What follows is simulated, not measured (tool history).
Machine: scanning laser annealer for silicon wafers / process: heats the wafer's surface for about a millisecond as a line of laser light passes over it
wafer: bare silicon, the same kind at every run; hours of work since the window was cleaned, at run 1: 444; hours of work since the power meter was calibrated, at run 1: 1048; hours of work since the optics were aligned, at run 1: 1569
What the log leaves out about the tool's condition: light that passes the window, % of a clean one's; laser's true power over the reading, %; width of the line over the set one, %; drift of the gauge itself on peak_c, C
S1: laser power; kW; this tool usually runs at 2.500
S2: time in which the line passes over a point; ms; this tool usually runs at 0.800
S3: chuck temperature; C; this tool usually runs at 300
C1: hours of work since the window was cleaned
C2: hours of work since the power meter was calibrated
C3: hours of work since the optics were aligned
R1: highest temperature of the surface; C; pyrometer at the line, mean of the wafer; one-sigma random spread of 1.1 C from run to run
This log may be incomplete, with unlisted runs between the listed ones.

{"run": 1, "hour": 0.0, "S1": 2.5, "S2": 0.8, "S3": 300, "C1": 444, "C2": 1048, "C3": 1569, "R1": 1034}
{"run": 2, "hour": 22.1, "S1": 2.5, "S2": 0.8, "S3": 300, "C1": 462, "C2": 1065, "C3": 1586, "R1": 1032}
{"run": 3, "hour": 41.9, "S1": 2.5, "S2": 0.8, "S3": 301, "C1": 477, "C2": 1081, "C3": 1602, "R1": 1035}
{"hour": 55.9, "done": "window over the wafer cleaned"}
{"run": 4, "hour": 59.4, "S1": 2.5, "S2": 0.8, "S3": 301, "C1": 3, "C2": 1093, "C3": 1614, "R1": 1048}
{"run": 5, "hour": 76.1, "S1": 2.5, "S2": 0.8, "S3": 301, "C1": 16, "C2": 1107, "C3": 1628, "R1": 1047}
{"run": 6, "hour": 108.2, "S1": 2.5, "S2": 0.8, "S3": 301, "C1": 42, "C2": 1132, "C3": 1653, "R1": 1046}
{"run": 7, "hour": 136.7, "S1": 2.5, "S2": 0.8, "S3": 300, "C1": 64, "C2": 1155, "C3": 1676, "R1": 1045}
{"run": 8, "hour": 157.5, "S1": 2.5, "S2": 0.8, "S3": 300, "C1": 81, "C2": 1171, "C3": 1692, "R1": 1043}
{"run": 9, "hour": 183.6, "S1": 2.5, "S2": 0.8, "S3": 300, "C1": 102, "C2": 1192, "C3": 1713, "R1": 1045}
{"run": 10, "hour": 198.4, "S1": 2.5, "S2": 0.8, "S3": 300, "C1": 113, "C2": 1204, "C3": 1725, "R1": 1044}
{"run": 11, "hour": 219.3, "S1": 2.401, "S2": 0.8, "S3": 300, "C1": 130, "C2": 1221, "C3": 1741, "R1": 1015}
{"hour": 241.9, "done": "optics aligned, line set to its width"}
{"run": 12, "hour": 250.6, "S1": 2.401, "S2": 0.8, "S3": 300, "C1": 151, "C2": 1241, "C3": 7, "R1": 1020}
{"run": 13, "hour": 265.1, "S1": 2.401, "S2": 0.8, "S3": 300, "C1": 162, "C2": 1253, "C3": 18, "R1": 1021}
{"run": 14, "hour": 288.4, "S1": 2.401, "S2": 0.8, "S3": 300, "C1": 181, "C2": 1272, "C3": 37, "R1": 1019}
{"run": 15, "hour": 302.0, "S1": 2.5, "S2": 0.864, "S3": 266, "C1": 192, "C2": 1282, "C3": 48, "R1": 1048}
{"run": 16, "hour": 323.7, "S1": 2.569, "S2": 0.8, "S3": 335, "C1": 209, "C2": 1300, "C3": 65, "R1": 1105}
{"run": 17, "hour": 345.3, "S1": 2.724, "S2": 0.961, "S3": 301, "C1": 226, "C2": 1317, "C3": 82, "R1": 1208}
{"run": 18, "hour": 367.4, "S1": 2.695, "S2": 0.8, "S3": 300, "C1": 244, "C2": 1334, "C3": 100, "R1": 1106}
{"run": 19, "hour": 395.6, "S1": 2.686, "S2": 0.8, "S3": 300, "C1": 266, "C2": 1357, "C3": 122, "R1": 1103}
{"run": 20, "hour": 413.2, "S1": 2.697, "S2": 0.8, "S3": 300, "C1": 280, "C2": 1371, "C3": 136, "R1": 1103}
{"run": 21, "hour": 443.1, "S1": 2.697, "S2": 0.8, "S3": 300, "C1": 304, "C2": 1395, "C3": 160, "R1": 1101}
{"run": 22, "hour": 469.5, "S1": 2.697, "S2": 0.8, "S3": 300, "C1": 325, "C2": 1416, "C3": 181, "R1": 1103}
{"run": 23, "hour": 499.6, "S1": 2.697, "S2": 0.8, "S3": 300, "C1": 349, "C2": 1440, "C3": 205, "R1": 1103}
{"run": 24, "hour": 520.5, "S1": 2.58, "S2": 0.8, "S3": 264, "C1": 366, "C2": 1456, "C3": 222, "R1": 1031}
{"run": 25, "hour": 535.1, "S1": 2.58, "S2": 0.8, "S3": 264, "C1": 377, "C2": 1468, "C3": 233, "R1": 1032}

Below are 3 alternative next runs, each starting from the tool's condition after run 25. Predict each:
{"run": "A", "hour": 562.4, "S1": 2.249, "S2": 0.654, "S3": 329, "C1": 399, "C2": 1489, "C3": 255, "R1": "?"}
{"run": "B", "hour": 562.4, "S1": 2.41, "S2": 0.678, "S3": 318, "C1": 399, "C2": 1489, "C3": 255, "R1": "?"}
{"run": "C", "hour": 562.4, "S1": 2.626, "S2": 0.832, "S3": 336, "C1": 399, "C2": 1489, "C3": 255, "R1": "?"}

run=A R1=922
run=B R1=969
run=C R1=1135
With the hidden condition removed and each run's random variation left untouched, the same runs would have given:
run=A R1=931
run=B R1=979
run=C R1=1148
